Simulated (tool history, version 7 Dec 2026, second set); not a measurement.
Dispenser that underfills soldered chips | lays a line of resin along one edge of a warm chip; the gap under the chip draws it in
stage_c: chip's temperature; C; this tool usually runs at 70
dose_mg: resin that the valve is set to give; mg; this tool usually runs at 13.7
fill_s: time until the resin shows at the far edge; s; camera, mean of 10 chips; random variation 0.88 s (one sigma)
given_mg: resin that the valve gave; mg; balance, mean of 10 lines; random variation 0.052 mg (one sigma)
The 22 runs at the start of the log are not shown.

run,hour,stage_c,dose_mg,fill_s,given_mg
23,146.3,80,15.7,69.5,15.33
# hour 148.5: new syringe of resin
24,152.8,71,13.7,96.2,13.35
25,156.7,74,17.2,94.2,16.65
# hour 159.0: new syringe of resin
26,164.0,74,17.2,84.3,16.65
# hour 169.3: new syringe of resin
27,170.8,62,13.4,144.6,13.02
28,176.8,57,15.9,227.1,15.31
# hour 180.0: new syringe of resin
29,183.4,57,15.9,200.9,15.33
# hour 190.9: new syringe of resin
30,191.7,62,13.2,139.5,12.70
31,196.0,82,14.7,57.5,14.10
# hour 201.4: new syringe of resin
32,203.6,82,14.7,52.6,14.02
33,210.9,62,16.3,190.1,15.53
# hour 211.7: new syringe of resin
34,219.2,62,16.3,176.4,15.47
# hour 222.0: new syringe of resin
35,223.3,70,13.0,94.1,12.38

Each row is a separate what-if for the run after 35, all from the same tool condition, not one after another. Results?
A,227.7,70,14.4,?,?
B,227.7,74,12.8,?,?
C,227.7,80,13.0,?,?
D,227.7,81,13.0,?,?

run,fill_s,given_mg
A,106.1,13.68
B,90.3,12.09
C,65.0,12.23
D,62.8,12.33
The same runs, with their run-to-run variation unchanged, on a tool lacking any hidden condition would have given:
run,fill_s,given_mg
A,80.6,14.44
B,68.4,12.77
C,49.5,12.91
D,47.8,13.01
